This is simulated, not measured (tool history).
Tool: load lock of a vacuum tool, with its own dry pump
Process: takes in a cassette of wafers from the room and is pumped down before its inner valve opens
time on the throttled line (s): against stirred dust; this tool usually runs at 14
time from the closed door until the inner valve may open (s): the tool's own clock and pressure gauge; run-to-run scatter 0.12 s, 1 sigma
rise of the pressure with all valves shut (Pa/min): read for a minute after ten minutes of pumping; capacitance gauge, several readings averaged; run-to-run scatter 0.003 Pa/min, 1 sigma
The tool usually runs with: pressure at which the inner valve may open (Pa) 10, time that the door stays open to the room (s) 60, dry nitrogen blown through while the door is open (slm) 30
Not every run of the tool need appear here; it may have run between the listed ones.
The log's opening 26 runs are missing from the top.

run,hour,time on the throttled line (s),pressure at which the inner valve may open (Pa),time that the door stays open to the room (s),dry nitrogen blown through while the door is open (slm),hours that the pump has run since its overhaul,times that the door has closed on its seal,"incoming humidity of the room's air, %",time from the closed door until the inner valve may open (s),rise of the pressure with all valves shut (Pa/min)
27,1739.5,14,13,60,30,5454,8068,44.5,23.2,0.072
28,1796.9,14,13,60,30,5511,8164,44.5,23.3,0.069
29,1869.8,14,13,85,34,5584,8285,46.9,23.4,0.085
30,1924.9,20,10,232,30,5639,8376,48.4,28.4,0.137
31,1970.5,20,10,232,30,5685,8452,44.1,28.1,0.128
32,2040.4,15,10,60,6,5755,8569,46.2,24.6,0.106
33,2109,15,10,60,6,5823,8683,45.7,24.6,0.107
34,2181.4,15,10,60,6,5896,8803,47.1,24.6,0.105
35,2274.3,15,10,60,6,5988,8958,40.1,24.5,0.095
36,2366.1,24,11,87,8,6080,9110,43.5,31.3,0.118
37,2454.5,12,10,60,4,6169,9257,43.9,22.2,0.108

Here are 4 independent what-if runs from the current tool condition. What would each one return?
A,2548.6,14,8,135,23,6263,9414,46,?,?
B,2548.6,18,10,178,33,6263,9414,47.1,?,?
C,2548.6,12,9,60,4,6263,9414,43.9,?,?
D,2548.6,14,16,56,30,6263,9414,45,?,?

run,time from the closed door until the inner valve may open (s),rise of the pressure with all valves shut (Pa/min)
A,24,0.113
B,26.9,0.117
C,22.6,0.109
D,23.3,0.071
Take away the tool's hidden state, keep each run's random variation, and the runs would have read:
run,time from the closed door until the inner valve may open (s),rise of the pressure with all valves shut (Pa/min)
A,23.1,0.082
B,26.1,0.087
C,21.7,0.079
D,22.4,0.041
